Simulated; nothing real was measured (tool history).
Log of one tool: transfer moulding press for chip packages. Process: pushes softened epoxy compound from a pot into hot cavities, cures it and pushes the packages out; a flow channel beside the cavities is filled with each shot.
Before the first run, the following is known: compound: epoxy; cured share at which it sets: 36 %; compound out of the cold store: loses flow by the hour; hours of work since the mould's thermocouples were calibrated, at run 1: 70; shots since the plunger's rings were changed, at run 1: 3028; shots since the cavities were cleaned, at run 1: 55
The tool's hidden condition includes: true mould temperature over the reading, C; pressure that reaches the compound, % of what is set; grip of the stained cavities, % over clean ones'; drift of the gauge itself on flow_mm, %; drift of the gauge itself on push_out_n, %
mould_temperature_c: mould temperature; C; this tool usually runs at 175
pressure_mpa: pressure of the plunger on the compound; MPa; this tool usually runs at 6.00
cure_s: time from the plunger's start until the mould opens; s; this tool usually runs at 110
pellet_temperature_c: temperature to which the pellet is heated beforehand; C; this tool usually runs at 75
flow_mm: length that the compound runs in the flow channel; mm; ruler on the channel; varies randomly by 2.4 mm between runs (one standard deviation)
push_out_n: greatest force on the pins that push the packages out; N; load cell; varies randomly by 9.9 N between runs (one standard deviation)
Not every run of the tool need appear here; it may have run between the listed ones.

| run | day | mould_temperature_c | pressure_mpa | cure_s | pellet_temperature_c | hours of work since the mould's thermocouples were calibrated | shots since the plunger's rings were changed | shots since the cavities were cleaned | incoming compound's hours out of the cold store | flow_mm | push_out_n |
|---|---|---|---|---|---|---|---|---|---|---|---|
| 1 | 0.000 | 175 | 6.00 | 110 | 75 | 70 | 3028 | 55 | 15.8 | 541 | 540 |
| 2 | 1.142 | 175 | 6.00 | 110 | 75 | 81 | 3220 | 247 | 41.5 | 475 | 719 |
| 3 | 2.125 | 175 | 6.00 | 96 | 75 | 91 | 3387 | 414 | 15.0 | 541 | 913 |
|  | 2.462 | plunger's sealing rings changed |
|  | 2.708 | cavities cleaned with cleaning compound and waxed |
| 4 | 3.142 | 175 | 6.00 | 96 | 75 | 100 | 105 | 74 | 36.5 | 516 | 1161 |
| 5 | 3.621 | 175 | 6.00 | 96 | 75 | 105 | 185 | 154 | 36.4 | 518 | 1114 |
| 6 | 4.275 | 174 | 6.00 | 110 | 75 | 112 | 296 | 265 | 35.9 | 522 | 1092 |
| 7 | 4.888 | 174 | 6.00 | 110 | 75 | 118 | 399 | 368 | 22.5 | 558 | 1079 |
| 8 | 5.500 | 174 | 6.00 | 110 | 75 | 124 | 502 | 471 | 39.4 | 509 | 1058 |
|  | 5.671 | cavities cleaned with cleaning compound and waxed |
|  | 6.588 | cavities cleaned with cleaning compound and waxed, once more |
| 9 | 6.633 | 175 | 7.29 | 110 | 75 | 134 | 672 | 8 | 28.9 | 585 | 457 |
| 10 | 7.754 | 176 | 7.29 | 110 | 75 | 146 | 861 | 197 | 10.4 | 635 | 663 |
| 11 | 8.725 | 169 | 4.64 | 110 | 75 | 156 | 1024 | 360 | 20.2 | 498 | 959 |
| 12 | 9.212 | 181 | 7.14 | 135 | 70 | 161 | 1106 | 442 | 26.8 | 565 | 791 |
|  | 9.479 | cavities cleaned with cleaning compound and waxed |
| 13 | 9.783 | 175 | 4.55 | 93 | 73 | 166 | 1192 | 51 | 44.4 | 423 | 575 |
| 14 | 10.888 | 175 | 6.80 | 135 | 73 | 177 | 1379 | 238 | 18.7 | 588 | 707 |

Run 15 has not been measured yet. What should we expect?
| 15 | 11.446 | 168 | 4.93 | 148 | 73 | 183 | 1472 | 331 | 36.8 | ? | ? |

flow_mm: 473 mm
push_out_n: 776 N
The same run, on a tool lacking any hidden state, would have yielded flow_mm 487 mm, push_out_n 448 N.
